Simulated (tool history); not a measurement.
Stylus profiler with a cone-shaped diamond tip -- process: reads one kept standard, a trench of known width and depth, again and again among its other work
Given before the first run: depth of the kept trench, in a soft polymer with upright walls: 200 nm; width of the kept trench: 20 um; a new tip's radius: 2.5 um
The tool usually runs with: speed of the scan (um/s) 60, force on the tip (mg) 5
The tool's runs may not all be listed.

run	hour	speed of the scan (um/s)	force on the tip (mg)	depth of the trench (angstrom)	width of the trench's floor (nm)
1	0	60	5	2026.9	17800
2	37	51	5	2027.2	17840
3	70.2	51	5	2027.4	17780
4	119.2	217	5	2027.8	17020
5	171.6	217	5	2027.7	17000
6	217.3	217	5	2027.9	17020
7	246.8	217	5	2028.1	16950
8	272.6	217	5	2028.1	16920
9	310	217	5	2027.4	16930
10	361.2	106	5	2028	17340
11	391	106	5	2028	17340
12	437.6	43	5	2028.3	17600
13	478.7	60	5	2028.6	17470
14	505	60	5	2028.5	17450
15	526.8	60	5	2028.4	17480
16	567.1	60	6	2032	17440
17	589.9	60	2.69	2019.6	17300
18	624.9	60	5	2029	17370
19	650.7	60	5	2029.3	17440
20	696.5	49	4.02	2025.8	17430
21	717.7	49	4.02	2024.8	17420
22	756.6	49	4.02	2026.1	17370
23	797.7	30	5.01	2030.2	17460
24	842.6	30	5.01	2028.9	17440
25	884.9	229	4.99	2029.3	16550
26	929.7	60	4.74	2028.5	17290
27	954.3	30	1.71	2015.4	17270
28	978	35	6.12	2033.2	17330
29	1020.8	105	11.32	2049.4	17140
30	1055.4	41	1.86	2016.9	17130
31	1103.5	88	7.23	2037.8	17110
32	1128.3	88	7.23	2037.7	17050
33	1163.9	88	7.23	2037.8	17050
34	1209.5	116	9.44	2044.9	16940
35	1232.4	232	4.97	2030.2	16340
36	1257.9	16	4.55	2028.5	17270
37	1309.1	16	4.55	2028.7	17270

Below are 4 alternative next runs, each starting from the tool's condition after run 37. Predict each:
A	1338.4	52	14.71	?	?
B	1338.4	60	1.95	?	?
C	1338.4	175	8.98	?	?
D	1338.4	105	8.58	?	?

run	depth of the trench (angstrom)	width of the trench's floor (nm)
A	2059.7	17160
B	2017.3	16860
C	2043.5	16690
D	2042.9	16910
With the hidden condition removed and each run's random variation left untouched, the same runs would have given:
run	depth of the trench (angstrom)	width of the trench's floor (nm)
A	2056.3	17910
B	2014.1	17620
C	2040.2	17440
D	2039.6	17670

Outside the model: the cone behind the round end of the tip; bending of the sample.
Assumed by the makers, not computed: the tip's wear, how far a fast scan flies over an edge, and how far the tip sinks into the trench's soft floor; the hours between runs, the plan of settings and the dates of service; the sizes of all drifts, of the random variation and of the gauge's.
